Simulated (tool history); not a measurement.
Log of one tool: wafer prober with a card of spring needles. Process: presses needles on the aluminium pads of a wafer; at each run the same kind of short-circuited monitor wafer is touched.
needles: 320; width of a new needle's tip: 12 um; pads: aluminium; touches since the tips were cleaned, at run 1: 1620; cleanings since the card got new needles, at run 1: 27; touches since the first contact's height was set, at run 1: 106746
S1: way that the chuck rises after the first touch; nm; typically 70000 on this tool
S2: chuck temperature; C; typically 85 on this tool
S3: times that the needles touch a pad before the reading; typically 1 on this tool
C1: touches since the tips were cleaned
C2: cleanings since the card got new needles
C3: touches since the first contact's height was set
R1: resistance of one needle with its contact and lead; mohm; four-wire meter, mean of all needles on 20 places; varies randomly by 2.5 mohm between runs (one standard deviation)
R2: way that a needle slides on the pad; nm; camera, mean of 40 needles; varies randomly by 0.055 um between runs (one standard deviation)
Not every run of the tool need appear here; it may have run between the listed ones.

Run 1, hour 0.0: usual settings; C1 1620; C2 27; C3 106746. Result: R1 276 mohm, R2 15730 nm.
At hour 3.6: tips cleaned on abrasive film.
At hour 11.1: tips cleaned on abrasive film.
Run 2, hour 14.9: usual settings; C1 2063; C2 29; C3 114593. Result: R1 280 mohm, R2 15770 nm.
At hour 18.7: tips cleaned on abrasive film.
At hour 25.6: tips cleaned on abrasive film.
Run 3, hour 27.1: usual settings; C1 798; C2 31; C3 120929. Result: R1 286 mohm, R2 15780 nm.
At hour 33.1: tips cleaned on abrasive film.
At hour 40.0: tips cleaned on abrasive film.
Run 4, hour 42.6: usual settings; C1 1364; C2 33; C3 129086. Result: R1 281 mohm, R2 15850 nm.
At hour 47.0: tips cleaned on abrasive film.
At hour 53.6: tips cleaned on abrasive film.
Run 5, hour 56.5: usual settings; C1 1546; C2 35; C3 136368. Result: R1 286 mohm, R2 15820 nm.
At hour 60.1: tips cleaned on abrasive film.
At hour 67.1: tips cleaned on abrasive film.
Run 6, hour 70.3: usual settings; C1 1704; C2 37; C3 143642. Result: R1 285 mohm, R2 15820 nm.
At hour 74.7: tips cleaned on abrasive film.
Run 7, hour 80.4: usual settings; C1 3059; C2 38; C3 148938. Result: R1 285 mohm, R2 15880 nm.
At hour 81.2: tips cleaned on abrasive film.
At hour 88.2: tips cleaned on abrasive film.
Run 8, hour 93.8: usual settings; C1 2963; C2 40; C3 155960. Result: R1 288 mohm, R2 15840 nm.
At hour 94.7: tips cleaned on abrasive film.
At hour 102.4: tips cleaned on abrasive film.
At hour 109.7: tips cleaned on abrasive film.
Run 9, hour 111.1: usual settings but S1 64000 nm; C1 730; C2 43; C3 165010. Result: R1 288 mohm, R2 14450 nm.
At hour 117.4: tips cleaned on abrasive film.
At hour 117.7: height of the first contact set anew.
Run 10, hour 120.2: usual settings but S3 3; C1 1319; C2 44; C3 1319. Result: R1 282 mohm, R2 15900 nm.
At hour 124.6: tips cleaned on abrasive film.
At hour 131.3: tips cleaned on abrasive film.
Run 11, hour 132.7: usual settings; C1 745; C2 46; C3 7859. Result: R1 282 mohm, R2 15950 nm.
At hour 138.5: tips cleaned on abrasive film.
Run 12, hour 142.8: usual settings but S1 87000 nm; C1 2269; C2 47; C3 13179. Result: R1 279 mohm, R2 19760 nm.
At hour 145.5: tips cleaned on abrasive film.
At hour 152.9: tips cleaned on abrasive film.
Run 13, hour 154.3: usual settings but S1 54000 nm; C1 753; C2 49; C3 19201. Result: R1 289 mohm, R2 12410 nm.
At hour 160.7: tips cleaned on abrasive film.
At hour 167.6: tips cleaned on abrasive film.
Run 14, hour 167.6: usual settings but S2 94 C; C1 0; C2 51; C3 26171. Result: R1 284 mohm, R2 15950 nm.
At hour 175.1: tips cleaned on abrasive film.
At hour 182.5: tips cleaned on abrasive film.
Run 15, hour 184.7: usual settings but S3 2; C1 1176; C2 53; C3 35167. Result: R1 282 mohm, R2 15970 nm.
At hour 190.0: tips cleaned on abrasive film.
At hour 197.2: tips cleaned on abrasive film.
Run 16, hour 199.7: usual settings but S3 2; C1 1356; C2 55; C3 43059. Result: R1 282 mohm, R2 15960 nm.
At hour 204.6: tips cleaned on abrasive film.
At hour 211.5: tips cleaned on abrasive film.
Run 17, hour 216.3: usual settings but S3 2; C1 2556; C2 57; C3 51782. Result: R1 279 mohm, R2 15890 nm.
At hour 219.1: tips cleaned on abrasive film.
At hour 226.4: tips cleaned on abrasive film.
Run 18, hour 230.1: usual settings but S2 50 C; C1 1920; C2 59; C3 58981. Result: R1 276 mohm, R2 15910 nm.

Run 19, settings as shown, results not yet in. Your forecast:
At hour 233.3: tips cleaned on abrasive film.
At hour 240.9: tips cleaned on abrasive film.
Run 19, hour 241.7: usual settings but S2 34 C, S3 3; C1 471; C2 61; C3 65094. Result: R1 ?, R2 ?.

R1: 269 mohm
R2: 15940 nm
With no hidden state in the tool, this same run would have given R1 269 mohm, R2 15790 nm.
